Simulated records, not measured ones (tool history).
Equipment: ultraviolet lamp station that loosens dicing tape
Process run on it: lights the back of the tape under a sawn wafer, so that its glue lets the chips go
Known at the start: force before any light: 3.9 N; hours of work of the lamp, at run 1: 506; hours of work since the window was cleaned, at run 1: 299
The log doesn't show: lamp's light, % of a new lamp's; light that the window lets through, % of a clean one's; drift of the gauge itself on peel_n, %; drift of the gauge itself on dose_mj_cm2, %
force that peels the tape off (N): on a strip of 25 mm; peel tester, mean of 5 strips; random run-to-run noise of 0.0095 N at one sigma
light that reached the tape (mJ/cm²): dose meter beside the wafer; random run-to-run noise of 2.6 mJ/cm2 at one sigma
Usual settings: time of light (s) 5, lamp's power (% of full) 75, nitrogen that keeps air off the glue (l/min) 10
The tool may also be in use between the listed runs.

run,hour,time of light (s),lamp's power (% of full),nitrogen that keeps air off the glue (l/min),hours of work of the lamp,hours of work since the window was cleaned,force that peels the tape off (N),light that reached the tape (mJ/cm²)
1,0,5,75,10,506,299,0.403,342
2,31.1,5,75,10,520,313,0.408,337
# hour 83.5: window cleaned of glue's vapour
3,89.8,5,75,10,546,3,0.417,338
4,124.6,5,75,10,561,18,0.396,339
5,156.8,5,70,10,575,33,0.45,315
6,186.4,5,95,10,589,46,0.29,435
7,228,5,75,10,607,64,0.397,342
8,262.9,5,75,10,623,80,0.407,337
9,302.7,5,75,10,640,98,0.412,343
10,337.5,5,75,13,656,113,0.355,337
11,368.1,5,75,13,670,127,0.365,338
12,402.1,2,75,10,685,142,1.345,132
13,446.4,2,75,10,704,162,1.38,136
14,484.3,2,75,10,721,178,1.345,140
15,540.3,5,75,10,746,203,0.407,338
16,604.7,3,78,10,775,232,0.802,215
17,631.4,5,78,12,787,244,0.347,351
18,660.2,5,78,12,800,257,0.34,356
19,715.6,5,75,15,824,281,0.331,339
20,758.1,2,94,6,843,300,1.38,172
21,822.4,2,94,6,872,329,1.339,173
# hour 838.3: window cleaned of glue's vapour
22,860,7,65,4,888,10,0.521,410
23,909.7,5,93,18,910,32,0.252,423
24,969.3,7,84,18,937,58,0.222,531
25,1019.2,5,91,3,959,81,0.633,413
26,1075.9,10,91,11,984,106,0.209,824
27,1114.7,5,97,9,1002,123,0.316,442
28,1151.6,5,100,5,1018,139,0.388,451
29,1183.7,5,63,19,1032,154,0.386,281
30,1215.5,9,63,7,1047,168,0.29,509

Pick out some run-to-run changes in light that reached the tape (mJ/cm²). Of each, how much would a tool without hidden state show as well, from the settings, what came in and chance, and how much is left for the hidden state and any gauge scatter not in both results compared?
Run 1 -> 2: no setting changed, nothing entered. light that reached the tape (mJ/cm²) -5: hidden state +1, all else -6.
Run 21 -> 22: time of light (s) 2 -> 7, lamp's power (% of full) 94 -> 65, nitrogen that keeps air off the glue (l/min) 6 -> 4, window cleaned of glue's vapour. light that reached the tape (mJ/cm²) +237: hidden state +0, all else +237.
Run 25 -> 26: time of light (s) 5 -> 10, nitrogen that keeps air off the glue (l/min) 3 -> 11. light that reached the tape (mJ/cm²) +411: hidden state -3, all else +414.
Run 26 -> 27: time of light (s) 10 -> 5, lamp's power (% of full) 91 -> 97, nitrogen that keeps air off the glue (l/min) 11 -> 9. light that reached the tape (mJ/cm²) -382: hidden state +2, all else -384.
